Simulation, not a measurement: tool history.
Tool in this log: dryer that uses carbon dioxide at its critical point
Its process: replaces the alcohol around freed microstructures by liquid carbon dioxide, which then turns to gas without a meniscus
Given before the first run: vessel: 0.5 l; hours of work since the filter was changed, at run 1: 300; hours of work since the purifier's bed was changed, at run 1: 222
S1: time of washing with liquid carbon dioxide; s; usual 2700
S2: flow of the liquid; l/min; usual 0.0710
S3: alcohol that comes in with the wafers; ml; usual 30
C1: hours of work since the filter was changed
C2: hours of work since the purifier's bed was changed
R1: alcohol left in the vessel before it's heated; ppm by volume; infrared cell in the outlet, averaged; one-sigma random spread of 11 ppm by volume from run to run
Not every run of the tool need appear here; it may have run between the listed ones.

run   hour    S1      S2  S3   C1   C2     R1
  1    0.0  2700  0.0710  30  300  222   1060
  2   10.1  2700  0.0710  30  304  227   1055
  3   21.7  2700  0.0710  30  310  232   1048
  4   30.4  2700  0.0710  30  314  236   1082
  5   37.4  4260  0.0710  30  317  239    147
  6   42.7  4260  0.1054  30  319  242     56
  7   48.6  4260  0.1054  30  322  244     50
  8   55.8  4260  0.1054  30  325  248     47
  9   61.4  4200  0.1054  30  328  250     49
 10   67.2  2400  0.0915  30  331  253    595
 11   78.5  1980  0.0538  30  336  258   6762
 12   85.2  1740  0.0472  37  339  261  13676
 13   94.2  1740  0.0472  37  343  265  14004
 14  100.7  2700  0.0513  65  346  268   7575
 15  110.3  2460  0.0677  23  350  273   1491

Per-run results on a tool with no hidden state, each run keeping its own random variation:
Hidden state at play: flow that reaches the vessel past the clogged filter, %; alcohol in the recycled carbon dioxide, ppm; drift of the gauge itself on alcohol_ppm, %.
run     R1
  1    686
  2    677
  3    666
  4    685
  5     57
  6     14
  7      7
  8      4
  9      5
 10    332
 11   5253
 12  11277
 13  11523
 14   5423
 15    965
